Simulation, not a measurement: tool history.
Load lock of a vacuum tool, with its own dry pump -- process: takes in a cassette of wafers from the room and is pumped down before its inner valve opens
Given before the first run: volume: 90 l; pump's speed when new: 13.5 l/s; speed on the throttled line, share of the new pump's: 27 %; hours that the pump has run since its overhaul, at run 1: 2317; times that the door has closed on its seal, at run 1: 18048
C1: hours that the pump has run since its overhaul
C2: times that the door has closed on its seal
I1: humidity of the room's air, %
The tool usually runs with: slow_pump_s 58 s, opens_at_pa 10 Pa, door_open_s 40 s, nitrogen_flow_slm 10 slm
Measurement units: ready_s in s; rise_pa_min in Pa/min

run 1 hour=0 | slow_pump_s=58 opens_at_pa=10 door_open_s=40 nitrogen_flow_slm=10 | C1=2317 C2=18048 | I1=43.5 | ready_s=105.5 rise_pa_min=0.064
run 2 hour=130.4 | slow_pump_s=58 opens_at_pa=10 door_open_s=40 nitrogen_flow_slm=10 | C1=2448 C2=18309 | I1=44.2 | ready_s=104.5 rise_pa_min=0.061
run 3 hour=391.5 | slow_pump_s=58 opens_at_pa=10 door_open_s=40 nitrogen_flow_slm=10 | C1=2709 C2=18830 | I1=47 | ready_s=105.1 rise_pa_min=0.073
run 4 hour=517.7 | slow_pump_s=58 opens_at_pa=10 door_open_s=40 nitrogen_flow_slm=10 | C1=2835 C2=19082 | I1=44.8 | ready_s=106.3 rise_pa_min=0.072
run 5 hour=713.8 | slow_pump_s=58 opens_at_pa=10 door_open_s=40 nitrogen_flow_slm=10 | C1=3031 C2=19473 | I1=46.9 | ready_s=106.9 rise_pa_min=0.075
run 6 hour=951.1 | slow_pump_s=58 opens_at_pa=9 door_open_s=40 nitrogen_flow_slm=10 | C1=3269 C2=19947 | I1=48.7 | ready_s=106.1 rise_pa_min=0.071
run 7 hour=1222.5 | slow_pump_s=32 opens_at_pa=10 door_open_s=40 nitrogen_flow_slm=10 | C1=3540 C2=20489 | I1=44.9 | ready_s=87.1 rise_pa_min=0.077
run 8 hour=1346.9 | slow_pump_s=58 opens_at_pa=10 door_open_s=40 nitrogen_flow_slm=10 | C1=3664 C2=20737 | I1=44.8 | ready_s=106.2 rise_pa_min=0.074
run 9 hour=1537.3 | slow_pump_s=58 opens_at_pa=10 door_open_s=40 nitrogen_flow_slm=10 | C1=3855 C2=21118 | I1=45.6 | ready_s=107.4 rise_pa_min=0.07
run 10 hour=1766.7 | slow_pump_s=58 opens_at_pa=10 door_open_s=40 nitrogen_flow_slm=10 | C1=4084 C2=21576 | I1=42.7 | ready_s=106.3 rise_pa_min=0.073
run 11 hour=2048.9 | slow_pump_s=58 opens_at_pa=10 door_open_s=40 nitrogen_flow_slm=10 | C1=4366 C2=22139 | I1=49.9 | ready_s=105.8 rise_pa_min=0.088
run 12 hour=2319.9 | slow_pump_s=58 opens_at_pa=10 door_open_s=40 nitrogen_flow_slm=10 | C1=4637 C2=22680 | I1=45.6 | ready_s=107.2 rise_pa_min=0.08
run 13 hour=2440.2 | slow_pump_s=89 opens_at_pa=10 door_open_s=59 nitrogen_flow_slm=23 | C1=4758 C2=22920 | I1=45.1 | ready_s=128.4 rise_pa_min=0.077
run 14 hour=2636.7 | slow_pump_s=58 opens_at_pa=8 door_open_s=40 nitrogen_flow_slm=17 | C1=4954 C2=23313 | I1=45.8 | ready_s=108.5 rise_pa_min=0.075
run 15 hour=2852.5 | slow_pump_s=58 opens_at_pa=17 door_open_s=95 nitrogen_flow_slm=10 | C1=5170 C2=23744 | I1=42.6 | ready_s=103.2 rise_pa_min=0.102
run 16 hour=3001.6 | slow_pump_s=71 opens_at_pa=8 door_open_s=27 nitrogen_flow_slm=4 | C1=5319 C2=24041 | I1=45.3 | ready_s=117.7 rise_pa_min=0.082
run 17 hour=3219.1 | slow_pump_s=30 opens_at_pa=11 door_open_s=40 nitrogen_flow_slm=10 | C1=5536 C2=24475 | I1=44.6 | ready_s=86.2 rise_pa_min=0.086
run 18 hour=3376.4 | slow_pump_s=30 opens_at_pa=11 door_open_s=40 nitrogen_flow_slm=10 | C1=5694 C2=24789 | I1=40.3 | ready_s=86.3 rise_pa_min=0.081
run 19 hour=3523.1 | slow_pump_s=30 opens_at_pa=11 door_open_s=40 nitrogen_flow_slm=10 | C1=5840 C2=25082 | I1=43 | ready_s=87.2 rise_pa_min=0.089

Subtracting, for every run, the result it would have given without the tool's unlogged condition from the measured result gives the following. The same run-to-run variation enters both numbers; the gauge's scatter may not:
Hidden state at play: pump's speed, % of a new pump's; leak at the door's seal, Pa l/s; drift of the gauge itself on ready_s, %; drift of the gauge itself on rise_pa_min, %.
run=1 ready_s=+1 rise_pa_min=+0.034
run=2 ready_s=+1.1 rise_pa_min=+0.035
run=3 ready_s=+1.2 rise_pa_min=+0.037
run=4 ready_s=+1.3 rise_pa_min=+0.037
run=5 ready_s=+1.4 rise_pa_min=+0.037
run=6 ready_s=+1.6 rise_pa_min=+0.039
run=7 ready_s=+2 rise_pa_min=+0.041
run=8 ready_s=+1.7 rise_pa_min=+0.042
run=9 ready_s=+1.9 rise_pa_min=+0.041
run=10 ready_s=+2 rise_pa_min=+0.043
run=11 ready_s=+2.1 rise_pa_min=+0.045
run=12 ready_s=+2.3 rise_pa_min=+0.046
run=13 ready_s=+1.9 rise_pa_min=+0.046
run=14 ready_s=+2.6 rise_pa_min=+0.048
run=15 ready_s=+2.4 rise_pa_min=+0.049
run=16 ready_s=+2.6 rise_pa_min=+0.049
run=17 ready_s=+3.2 rise_pa_min=+0.052
run=18 ready_s=+3.3 rise_pa_min=+0.052
run=19 ready_s=+3.4 rise_pa_min=+0.054

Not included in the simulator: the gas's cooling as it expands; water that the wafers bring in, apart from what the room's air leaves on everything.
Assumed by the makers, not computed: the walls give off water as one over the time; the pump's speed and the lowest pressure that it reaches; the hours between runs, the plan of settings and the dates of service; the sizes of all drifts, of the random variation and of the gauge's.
